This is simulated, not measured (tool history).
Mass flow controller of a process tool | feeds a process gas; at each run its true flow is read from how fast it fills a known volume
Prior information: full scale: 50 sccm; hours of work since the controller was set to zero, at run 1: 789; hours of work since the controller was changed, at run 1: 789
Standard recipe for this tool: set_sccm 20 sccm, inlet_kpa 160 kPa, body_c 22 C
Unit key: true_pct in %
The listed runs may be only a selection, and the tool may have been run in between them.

run    hour  set_sccm  inlet_kpa  body_c  hours of work since the controller was set to zero  hours of work since the controller was changed  true_pct
  1       0        20        160      22                                                 789                                             789      98.4
  2    63.3        20        160      22                                                 817                                             817     98.49
  3   109.6         8        160      22                                                 837                                             837     98.03
  4   189.5         8        160      22                                                 872                                             872     98.19
  5   276.5         8        160      22                                                 911                                             911     98.17
  6   347.6        34        160      22                                                 942                                             942      99.7
  7     418        34        160      22                                                 972                                             972     99.76
  8   478.1        20        160      22                                                 999                                             999     99.08
  9   515.7        20        160      22                                                1015                                            1015     99.18
 10   571.2        20        160      22                                                1040                                            1040     99.32
 11   620.6        20        160      22                                                1061                                            1061     99.34
 12   659.3        33        160      22                                                1078                                            1078    100.08
 13   717.6        33        160      22                                                1104                                            1104    100.27
 14     809        33        160      22                                                1144                                            1144    100.29
 15   895.3        33        160      25                                                1181                                            1181    100.09
 16   943.6        20        160      22                                                1203                                            1203     99.78
 17    1003        20        160      22                                                1229                                            1229    100.05
 18  1063.1        20        160      22                                                1255                                            1255     99.89
 19  1136.9        20        174      22                                                1287                                            1287    100.15
 20  1205.9        20        174      22                                                1317                                            1317    100.31
 21  1297.3        22        160      22                                                1357                                            1357    100.44
 22  1375.1        22        160      22                                                1391                                            1391    100.54
 23  1464.1        22        179      22                                                1430                                            1430     100.7
 24  1511.3        22        179      22                                                1451                                            1451    100.86
 25  1590.6        22        179      22                                                1486                                            1486    100.98
     1623.4  -- gauge calibrated
 26  1667.8        38        142      22                                                1520                                            1520     99.28
 27  1726.7        38        142      22                                                1545                                            1545     99.45
 28  1804.4        38        142      22                                                1579                                            1579     99.54
 29  1891.5        38        142      22                                                1618                                            1618      99.7
 30  1948.9         9        160      22                                                1643                                            1643     98.37
 31  2021.5        32        276      22                                                1674                                            1674    100.51
 32  2094.8        32        276      22                                                1707                                            1707    100.39
 33    2139        14        215      28                                                1726                                            1726      98.6
 34  2224.1        28        160      28                                                1763                                            1763     98.96
 35  2307.6        28        160      28                                                1800                                            1800     99.25
 36  2375.1        28        160      28                                                1829                                            1829     99.33
 37  2416.2        35        160      31                                                1847                                            1847     99.41
 38  2463.5         6        146      28                                                1868                                            1868     98.32
 39  2515.4         6        146      28                                                1891                                            1891     98.23
 40    2559         6        143      26                                                1910                                            1910     98.52
 41  2617.7        24        163      31                                                1935                                            1935     99.12
 42  2654.8        20        160      28                                                1952                                            1952     99.32

Run 43 has not been measured yet. What should we expect?
 43  2734.9        20        160      28                                                1987                                            1987         ?

true_pct: 99.34 %
Had the tool carried no hidden state, the very same run would have given true_pct 97.77 %.
